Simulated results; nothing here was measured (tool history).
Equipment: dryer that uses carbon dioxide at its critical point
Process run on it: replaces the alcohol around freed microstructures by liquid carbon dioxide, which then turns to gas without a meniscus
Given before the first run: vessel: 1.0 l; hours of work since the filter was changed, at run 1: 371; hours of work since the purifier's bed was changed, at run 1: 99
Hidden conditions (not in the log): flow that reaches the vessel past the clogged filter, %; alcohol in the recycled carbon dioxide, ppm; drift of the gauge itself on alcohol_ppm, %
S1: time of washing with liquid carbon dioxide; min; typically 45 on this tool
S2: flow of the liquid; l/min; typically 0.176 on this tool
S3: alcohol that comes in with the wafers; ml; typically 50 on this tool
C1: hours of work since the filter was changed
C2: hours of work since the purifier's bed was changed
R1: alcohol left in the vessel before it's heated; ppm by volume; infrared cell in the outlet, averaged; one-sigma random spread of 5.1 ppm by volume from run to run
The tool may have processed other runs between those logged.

run 1 hour=0.0 | S1=45 S2=0.176 S3=50 | C1=371 C2=99 | R1=125
run 2 hour=13.1 | S1=45 S2=0.176 S3=82 | C1=376 C2=103 | R1=186
run 3 hour=22.2 | S1=45 S2=0.176 S3=33 | C1=379 C2=107 | R1=100
run 4 hour=29.8 | S1=45 S2=0.176 S3=33 | C1=382 C2=109 | R1=86
run 5 hour=44.3 | S1=45 S2=0.176 S3=38 | C1=386 C2=114 | R1=107
run 6 hour=54.6 | S1=45 S2=0.176 S3=38 | C1=390 C2=118 | R1=105
run 7 hour=66.7 | S1=47 S2=0.275 S3=52 | C1=394 C2=122 | R1=25
run 8 hour=79.1 | S1=35 S2=0.176 S3=53 | C1=398 C2=126 | R1=480
run 9 hour=87.1 | S1=39 S2=0.199 S3=59 | C1=401 C2=129 | R1=177
run 10 hour=93.7 | S1=52 S2=0.199 S3=36 | C1=403 C2=131 | R1=31
run 11 hour=104.4 | S1=52 S2=0.199 S3=36 | C1=407 C2=135 | R1=45
run 12 hour=114.4 | S1=49 S2=0.234 S3=25 | C1=410 C2=138 | R1=23

Alternative continuations, all from the tool just after run 12; predict every row:
run A hour=123.4 | S1=49 S2=0.234 S3=50 | C1=413 C2=141 | R1=?
run B hour=123.4 | S1=49 S2=0.208 S3=25 | C1=413 C2=141 | R1=?
run C hour=123.4 | S1=49 S2=0.149 S3=73 | C1=413 C2=141 | R1=?

run=A R1=36
run=B R1=36
run=C R1=312
Stripped of hidden state, with their random variation kept, the same runs would have yielded:
run=A R1=12
run=B R1=9
run=C R1=163
